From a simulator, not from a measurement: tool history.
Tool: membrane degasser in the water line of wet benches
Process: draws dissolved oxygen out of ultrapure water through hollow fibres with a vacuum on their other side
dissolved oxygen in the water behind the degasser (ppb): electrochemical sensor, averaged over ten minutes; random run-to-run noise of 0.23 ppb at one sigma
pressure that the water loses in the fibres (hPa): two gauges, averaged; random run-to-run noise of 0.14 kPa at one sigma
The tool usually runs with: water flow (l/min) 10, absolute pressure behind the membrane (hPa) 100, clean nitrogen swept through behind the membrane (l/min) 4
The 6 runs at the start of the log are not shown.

run	hour	water flow (l/min)	absolute pressure behind the membrane (hPa)	clean nitrogen swept through behind the membrane (l/min)	dissolved oxygen in the water behind the degasser (ppb)	pressure that the water loses in the fibres (hPa)
7	1222.6	10	100	4	44.2	365.4
8	1446.4	10	100	4	44.4	362.9
9	1668.4	10	100	4	44.7	364.7
10	1925.1	10	100	4	44.7	363.7
11	2109	10	100	4	44.3	363.4
12	2327.8	10	100	4	44.6	365.3
13	2569.9	10	100	4	44.1	366.2
14	2801.6	10	100	3.59	49.4	367.6
15	2997.4	10	100	3.59	49.2	364.1
16	3226.9	14	100	4	64.7	506.9
17	3434.6	10	150	9.1	34.9	362.9
18	3599.9	10	208	6.21	72.6	362
19	3884.8	7	100	4.75	26.1	255.2
# hour 4022.9: seals of the vacuum lines changed
20	4083.1	11	221	4.75	110.7	399.3
21	4280.1	10	100	4.43	40.5	362.2
22	4485.8	10	100	4.43	40.1	363.4
23	4743.8	10	118	9.04	26	361.3
24	5060.3	10	80	1.85	65.6	362.4
25	5237.1	10	123	4	58.7	361.1
26	5531.5	13	136	4	87.7	470.9
27	5817.8	10	163	6.37	53.5	360.1
# hour 5884.1: vacuum gauge calibrated
28	5957	10	119	4	56.1	362.7
29	6102.8	9	167	9.04	35.5	327.7
30	6428.9	8	137	4	52.9	290
31	6706.5	10	138	11.49	25.6	361.3

Below are 4 alternative next runs, each starting from the tool's condition after run 31. Predict each:
A	6842.7	6	150	11.49	?	?
B	6842.7	9	77	9.16	?	?
C	6842.7	7	243	3.28	?	?
D	6842.7	10	210	11.49	?	?

run	dissolved oxygen in the water behind the degasser (ppb)	pressure that the water loses in the fibres (hPa)
A	15.6	214.7
B	12.7	324.2
C	111.4	251.9
D	41.4	360.7
With no hidden state in the tool, these same runs would have given:
run	dissolved oxygen in the water behind the degasser (ppb)	pressure that the water loses in the fibres (hPa)
A	15.6	217.8
B	12.7	328.9
C	111.3	255.5
D	41.3	365.9
